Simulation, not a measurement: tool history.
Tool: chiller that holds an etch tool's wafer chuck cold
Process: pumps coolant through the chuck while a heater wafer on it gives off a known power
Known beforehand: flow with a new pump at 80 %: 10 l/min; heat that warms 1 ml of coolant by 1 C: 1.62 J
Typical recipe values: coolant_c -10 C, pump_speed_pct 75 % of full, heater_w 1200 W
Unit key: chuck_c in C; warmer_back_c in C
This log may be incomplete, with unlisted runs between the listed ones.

run	hour	coolant_c	pump_speed_pct	heater_w	chuck_c	warmer_back_c
1	0	-10	75	1200	-1	4.8
2	38.2	-7	75	1200	2.2	4.87
3	67.1	-10	80	1200	-1.2	4.48
4	113.4	-10	75	836	-3.6	3.37
5	140.2	-10	75	836	-3.5	3.34
6	184	-10	75	836	-3.6	3.38
7	223.9	-10	75	836	-3.8	3.32
8	265.6	-10	75	1200	-0.8	4.84
9	319.2	-18	75	1200	-8.6	4.82
10	352.5	-10	75	1197	-0.7	4.85
11	385.5	-10	75	1197	-0.8	4.77
12	438.4	-10	75	1200	-0.7	4.89
# hour 444.9: chiller's thermometer calibrated
13	494.8	-10	75	1200	-0.9	4.88
14	530.5	-10	75	1200	-0.9	4.91
15	566	-10	75	1200	-0.7	4.91
16	625.7	-14	75	1200	-4.9	4.85
# hour 676.3: chiller's thermometer calibrated, once more
17	686.9	-14	75	1200	-4.1	4.87
18	714.1	-14	75	1289	-3.5	5.22
19	757.6	-2	89	1200	6.5	4.09
20	786.6	-17	80	1294	-6.9	4.97
21	823.2	-7	68	1257	3.9	5.77
22	869.4	-7	67	1257	4.2	5.82
23	925.9	-7	67	1257	4.2	5.87
24	966.4	-1	89	762	4.5	2.58
25	1011.9	-1	89	762	4.3	2.62
26	1042.5	-1	89	762	4.5	2.62
27	1103.9	-1	89	762	4.6	2.56
28	1135.3	-1	89	762	4.4	2.6
29	1174.6	0	75	1197	10	4.92
30	1238.4	-16	85	722	-10.8	2.62
31	1274.6	-6	73	1448	6.4	6.23

Some steps in chuck_c between neighbouring runs. How much of each would the tool show without its hidden state too (settings, what came in, random variation), and how much is left for the hidden state, with any gauge scatter that isn't in both results?
Hidden state present: heat passed by the chuck's channels, % of clean ones'; flow at a given pump speed, % of a new pump's; coolant's true temperature over the reading, C; drift of the gauge itself on chuck_c, C; drift of the gauge itself on warmer_back_c, C.
Run 19 -> 20: coolant_c -2 -> -17, pump_speed_pct 89 -> 80, heater_w 1200 -> 1294. chuck_c -13.4 C: hidden state +0.2, all else -13.6.
Run 23 -> 24: coolant_c -7 -> -1, pump_speed_pct 67 -> 89, heater_w 1257 -> 762. chuck_c +0.3 C: hidden state -0.6, all else +0.9.
Run 28 -> 29: coolant_c -1 -> 0, pump_speed_pct 89 -> 75, heater_w 762 -> 1197. chuck_c +5.6 C: hidden state +0.6, all else +5.
Run 29 -> 30: coolant_c 0 -> -16, pump_speed_pct 75 -> 85, heater_w 1197 -> 722. chuck_c -20.8 C: hidden state -0.6, all else -20.2.
Run 30 -> 31: coolant_c -16 -> -6, pump_speed_pct 85 -> 73, heater_w 722 -> 1448. chuck_c +17.2 C: hidden state +0.9, all else +16.3.
